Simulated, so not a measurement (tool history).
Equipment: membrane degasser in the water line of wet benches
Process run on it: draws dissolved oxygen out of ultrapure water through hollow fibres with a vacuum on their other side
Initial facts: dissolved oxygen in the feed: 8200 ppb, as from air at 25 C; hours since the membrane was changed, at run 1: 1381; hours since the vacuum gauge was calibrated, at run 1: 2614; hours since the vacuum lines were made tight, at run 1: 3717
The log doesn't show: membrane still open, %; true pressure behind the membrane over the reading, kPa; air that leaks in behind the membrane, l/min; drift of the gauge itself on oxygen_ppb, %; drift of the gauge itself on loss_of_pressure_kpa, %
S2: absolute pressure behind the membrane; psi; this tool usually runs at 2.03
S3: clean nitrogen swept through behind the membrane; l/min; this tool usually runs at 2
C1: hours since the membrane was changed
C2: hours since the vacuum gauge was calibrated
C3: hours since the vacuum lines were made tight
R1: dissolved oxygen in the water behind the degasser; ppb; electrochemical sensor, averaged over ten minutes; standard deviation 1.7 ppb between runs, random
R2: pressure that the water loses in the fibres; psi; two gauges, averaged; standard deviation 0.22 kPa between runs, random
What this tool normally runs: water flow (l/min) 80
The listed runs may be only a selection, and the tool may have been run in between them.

{"run": 1, "hour": 0.0, "water flow (l/min)": 80, "S2": 2.03, "S3": 2, "C1": 1381, "C2": 2614, "C3": 3717, "R1": 837.8, "R2": 7.893}
{"run": 2, "hour": 44.4, "water flow (l/min)": 80, "S2": 2.03, "S3": 2, "C1": 1426, "C2": 2658, "C3": 3761, "R1": 839.3, "R2": 7.913}
{"run": 3, "hour": 88.4, "water flow (l/min)": 80, "S2": 2.03, "S3": 2, "C1": 1470, "C2": 2702, "C3": 3805, "R1": 841.7, "R2": 7.876}
{"run": 4, "hour": 114.4, "water flow (l/min)": 80, "S2": 2.03, "S3": 2, "C1": 1496, "C2": 2728, "C3": 3831, "R1": 841.8, "R2": 7.907}
{"run": 5, "hour": 151.9, "water flow (l/min)": 80, "S2": 2.03, "S3": 2, "C1": 1533, "C2": 2766, "C3": 3868, "R1": 839.5, "R2": 7.925}
{"run": 6, "hour": 183.8, "water flow (l/min)": 80, "S2": 2.03, "S3": 0.86, "C1": 1565, "C2": 2798, "C3": 3900, "R1": 1452.4, "R2": 7.923}
{"run": 7, "hour": 229.0, "water flow (l/min)": 80, "S2": 2.03, "S3": 0.86, "C1": 1610, "C2": 2843, "C3": 3946, "R1": 1446.9, "R2": 7.936}
{"run": 8, "hour": 256.4, "water flow (l/min)": 80, "S2": 2.03, "S3": 0.86, "C1": 1638, "C2": 2870, "C3": 3973, "R1": 1442.6, "R2": 7.892}

Run 9 comes next. What will it give?
{"run": 9, "hour": 287.0, "water flow (l/min)": 80, "S2": 2.28, "S3": 2.4, "C1": 1668, "C2": 2901, "C3": 4004, "R1": "?", "R2": "?"}

Run 9 produced R1 838.3 ppb, R2 7.984 psi.
The same run, on a tool lacking any hidden state, would have yielded R1 831.1 ppb, R2 7.894 psi.

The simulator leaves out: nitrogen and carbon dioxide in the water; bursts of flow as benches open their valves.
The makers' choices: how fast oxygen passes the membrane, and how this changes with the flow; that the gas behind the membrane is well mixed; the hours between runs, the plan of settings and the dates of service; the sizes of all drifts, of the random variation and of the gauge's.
